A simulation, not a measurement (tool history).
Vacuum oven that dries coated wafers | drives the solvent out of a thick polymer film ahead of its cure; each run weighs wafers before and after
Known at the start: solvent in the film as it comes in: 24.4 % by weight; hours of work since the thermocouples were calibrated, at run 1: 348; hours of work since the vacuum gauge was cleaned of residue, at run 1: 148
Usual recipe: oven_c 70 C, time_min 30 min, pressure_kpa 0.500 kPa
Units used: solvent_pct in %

run,hour,oven_c,time_min,pressure_kpa,hours of work since the thermocouples were calibrated,hours of work since the vacuum gauge was cleaned of residue,solvent_pct
1,0.0,70,30,0.500,348,148,1.18
2,18.4,70,30,0.500,361,162,1.13
3,39.3,70,30,0.500,377,177,1.29
4,58.4,70,30,0.500,391,191,1.19
5,80.6,70,30,0.460,407,208,1.22
6,102.0,70,30,0.460,423,223,1.24
7,123.9,70,30,0.460,439,239,1.32
# hour 127.9: oven's thermocouples calibrated
8,155.3,70,30,0.460,20,261,1.32
9,180.3,70,30,0.460,38,279,1.34
10,195.6,59,28,0.320,50,291,6.33
# hour 214.7: oven's thermocouples calibrated, once more
11,223.1,59,49,0.350,6,309,2.36
12,240.8,59,49,0.350,19,322,2.48
13,265.3,59,40,1.470,37,340,4.13
14,279.7,59,40,1.470,48,351,4.17
15,293.4,84,19,1.483,58,361,0.44

Below, each run's measurement less what the same run would have read without the hidden state. Both values contain the same run-to-run variation, but the gauge's scatter may not be the same in both:
Hidden state at play: true wafer temperature over the reading, C; true pressure over the reading, kPa; drift of the gauge itself on solvent_pct, %.
run,solvent_pct
1,+0.08
2,+0.08
3,+0.10
4,+0.10
5,+0.11
6,+0.13
7,+0.13
8,+0.15
9,+0.16
10,+0.36
11,-0.09
12,-0.08
13,-0.10
14,-0.09
15,+0.01
